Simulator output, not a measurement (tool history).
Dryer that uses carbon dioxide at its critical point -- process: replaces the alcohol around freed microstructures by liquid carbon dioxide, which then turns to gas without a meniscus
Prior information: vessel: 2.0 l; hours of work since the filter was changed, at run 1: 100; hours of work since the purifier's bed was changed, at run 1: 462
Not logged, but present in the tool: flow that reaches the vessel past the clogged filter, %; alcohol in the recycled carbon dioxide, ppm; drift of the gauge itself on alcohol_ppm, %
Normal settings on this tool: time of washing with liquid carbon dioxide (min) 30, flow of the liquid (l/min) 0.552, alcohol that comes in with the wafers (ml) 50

run,hour,time of washing with liquid carbon dioxide (min),flow of the liquid (l/min),alcohol that comes in with the wafers (ml),hours of work since the filter was changed,hours of work since the purifier's bed was changed,alcohol left in the vessel before it's heated (ppm by volume)
1,0,30,0.552,50,100,462,148
2,24.4,30,0.552,50,116,478,152
3,51,30,0.552,50,133,495,152
4,77.7,30,0.552,92,149,511,229
5,95.3,30,0.552,92,160,523,224
6,124.5,29,0.558,29,179,541,129
7,142.2,29,0.558,29,190,552,143
8,178.2,29,0.558,29,213,575,133
9,197.8,20,0.684,29,225,587,229
10,230.4,38,0.825,72,246,608,88

4 options for the next run, each taken on its own from the tool as it stands now. Forecast them:
A,247.5,30,0.552,25,256,619,?
B,247.5,38,0.53,72,256,619,?
C,247.5,30,0.596,44,256,619,?
D,247.5,24,0.543,34,256,619,?

run,alcohol left in the vessel before it's heated (ppm by volume)
A,133
B,122
C,140
D,302
Had the tool no hidden state, the same runs would have come out as:
run,alcohol left in the vessel before it's heated (ppm by volume)
A,41
B,29
C,42
D,164
